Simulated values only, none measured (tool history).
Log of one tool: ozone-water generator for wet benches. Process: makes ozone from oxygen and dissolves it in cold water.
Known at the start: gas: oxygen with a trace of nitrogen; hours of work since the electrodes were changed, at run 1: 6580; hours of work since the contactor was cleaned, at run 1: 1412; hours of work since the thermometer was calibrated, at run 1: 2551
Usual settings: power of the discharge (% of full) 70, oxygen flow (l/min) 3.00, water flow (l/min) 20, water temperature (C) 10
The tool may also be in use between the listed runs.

run	day	power of the discharge (% of full)	oxygen flow (l/min)	water flow (l/min)	water temperature (C)	hours of work since the electrodes were changed	hours of work since the contactor was cleaned	hours of work since the thermometer was calibrated	dissolved ozone (ppm)	ozone in the gas ahead of the water (g/m3)
1	0.000	70	3.00	20	10	6580	1412	2551	16.8	189.4
2	6.271	42	3.00	20	10	6726	1559	2698	11.7	128.7
3	10.079	42	3.00	20	10	6815	1648	2787	11.6	129.9
4	15.529	42	3.00	20	10	6943	1775	2914	11.9	129.2
5	21.388	70	3.00	20	10	7080	1912	3051	16.9	187.9
6	29.521	70	3.00	20	10	7270	2102	3241	16.5	184.5
# day 30.283: water thermometer calibrated
7	36.896	70	3.00	20	10	7442	2274	155	16.7	185.9
8	40.571	70	3.00	20	10	7528	2360	241	16.7	185.2
9	47.842	43	1.81	20	10	7698	2530	411	9.5	155.3
# day 52.471: water thermometer calibrated, once more
10	54.046	43	1.81	20	10	7843	2675	37	9.4	153.6
11	57.858	70	3.00	25	7	7932	2764	126	13.3	183.6
12	62.912	70	3.00	25	7	8050	2882	244	13.6	184.1
13	67.854	70	3.00	25	7	8166	2998	360	13.4	184.2
14	73.992	58	3.00	20	10	8309	3141	503	14.4	160.9
15	80.750	58	2.02	20	10	8467	3299	661	12.2	182.6
16	86.117	58	2.02	20	10	8593	3425	787	12.2	181.4

Some steps in dissolved ozone (ppm) between neighbouring runs. How much of each would the tool show without its hidden state too (settings, what came in, random variation), and how much is left for the hidden state, with any gauge scatter that isn't in both results?
The hidden state here: yield of the discharge, % of new electrodes'; contactor's efficiency, % of a clean one's; true water temperature over the reading, C; drift of the gauge itself on ozone_ppm, %; drift of the gauge itself on gas_g_m3, %.
Run 8 -> 9: power of the discharge (% of full) 70 -> 43, oxygen flow (l/min) 3.00 -> 1.81. dissolved ozone (ppm) -7.2: hidden state +1.0, all else -8.2.
